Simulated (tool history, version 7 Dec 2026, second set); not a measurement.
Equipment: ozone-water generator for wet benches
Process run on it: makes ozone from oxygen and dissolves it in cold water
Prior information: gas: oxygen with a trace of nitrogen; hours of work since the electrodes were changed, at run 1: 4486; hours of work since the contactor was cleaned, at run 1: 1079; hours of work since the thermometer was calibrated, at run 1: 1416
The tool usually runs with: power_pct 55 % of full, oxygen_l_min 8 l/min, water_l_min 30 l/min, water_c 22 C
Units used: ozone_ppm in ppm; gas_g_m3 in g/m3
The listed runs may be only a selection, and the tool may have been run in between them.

run    hour  power_pct  oxygen_l_min  water_l_min  water_c  hours of work since the electrodes were changed  hours of work since the contactor was cleaned  hours of work since the thermometer was calibrated  ozone_ppm  gas_g_m3
  1       0         55             8           30       22                                             4486                                           1079                                                1416       22.7     200.7
  2   119.7         55             8           30       22                                             4562                                           1154                                                1491       22.6       198
  3   236.9         55             8           30       22                                             4636                                           1228                                                1565       22.6     200.4
  4   337.1         55             8           30       22                                             4699                                           1291                                                1629       22.4     198.9
  5   473.6         55             8           30       22                                             4785                                           1377                                                1715       22.5     199.6
  6   588.4         55             8           30       22                                             4857                                           1450                                                1787       22.3     198.3
  7   714.2         55             8           30       22                                             4937                                           1529                                                1866       22.3     198.5
  8   858.8         55             8           30       15                                             5028                                           1620                                                1957       24.6     198.6
  9  1035.2         55             8           30       15                                             5139                                           1731                                                2069       24.8     197.6
 10  1220.8         55             8           30       15                                             5256                                           1848                                                2186       24.6     197.4
 11  1330.5         55             8           30       15                                             5325                                           1917                                                2255       24.7     196.4
 12  1419.1         55             8           30       15                                             5381                                           1973                                                2311       24.2     194.8
 13  1598.6         45             8           30       15                                             5494                                           2086                                                2424         22     175.5
 14  1682.2         45             8           30       15                                             5547                                           2139                                                2476       21.7     176.9
 15  1764.8         45          5.31           30       15                                             5599                                           2191                                                2529       22.2     231.5
 16    1895         97             8           30       22                                             5681                                           2273                                                2611       29.9     267.7
 17  2000.4         45             8           30       22                                             5747                                           2340                                                2677       19.7       177
 18  2105.1         55          7.09           40       28                                             5813                                           2406                                                2743       15.8     212.8
 19  2204.4         55          7.09           40       28                                             5876                                           2468                                                2806       16.2     211.3
 20  2357.1         56             8           30       26                                             5972                                           2565                                                2902       20.8     196.9
     2369.2  -- contactor cleaned
 21  2499.3         56             8           45       15                                             6059                                             82                                                2989       16.7     195.3
 22  2580.5         97          5.21           38       25                                             6111                                            133                                                3040       24.1     348.5
 23  2747.5         97          5.21           38       25                                             6216                                            238                                                3145       23.6     351.9
 24  2919.7         55          5.82           30       22                                             6324                                            347                                                3254       22.4     239.4
 25  3019.7         55          4.56           30       23                                             6387                                            410                                                3317       22.2     280.1
 26  3141.6         86             8           27       22                                             6464                                            487                                                3394       30.1     245.2
       3280  -- water thermometer calibrated
 27    3280         86             8           27       22                                             6551                                            574                                                   0       29.4     242.1
     3312.7  -- contactor cleaned, once more
 28  3446.1         58          5.76           38       22                                             6653                                             84                                                 102       19.1     246.2
 29  3602.2         77          6.21           21       23                                             6752                                            183                                                 201       34.7     272.8
 30  3776.1         83         13.62           30       22                                             6861                                            292                                                 310       23.9     166.3
 31  3947.2         55          5.68           24       17                                             6969                                            400                                                 418       28.9     238.4
 32  4107.3         48         14.32           30       29                                             7070                                            501                                                 519         15     120.1
 33  4191.7         48         14.32           30       29                                             7123                                            554                                                 572       15.3     119.8

Branching from run 33: 4 alternative next runs. What would each branch give?
  A  4370.1         55          7.71           30       29                                             7236                                            667                                                 685          ?         ?
  B  4370.1         47             8           30       23                                             7236                                            667                                                 685          ?         ?
  C  4370.1         48          5.19           30       29                                             7236                                            667                                                 685          ?         ?
  D  4370.1         43             8           30       23                                             7236                                            667                                                 685          ?         ?

run  ozone_ppm  gas_g_m3
  A       19.1     194.4
  B       19.6     174.5
  C       19.1     236.6
  D       18.6     165.9
Stripped of hidden state, with their random variation kept, the same runs would have yielded:
run  ozone_ppm  gas_g_m3
  A       21.9     222.5
  B       22.2     196.8
  C       21.6     267.2
  D       20.8     185.6
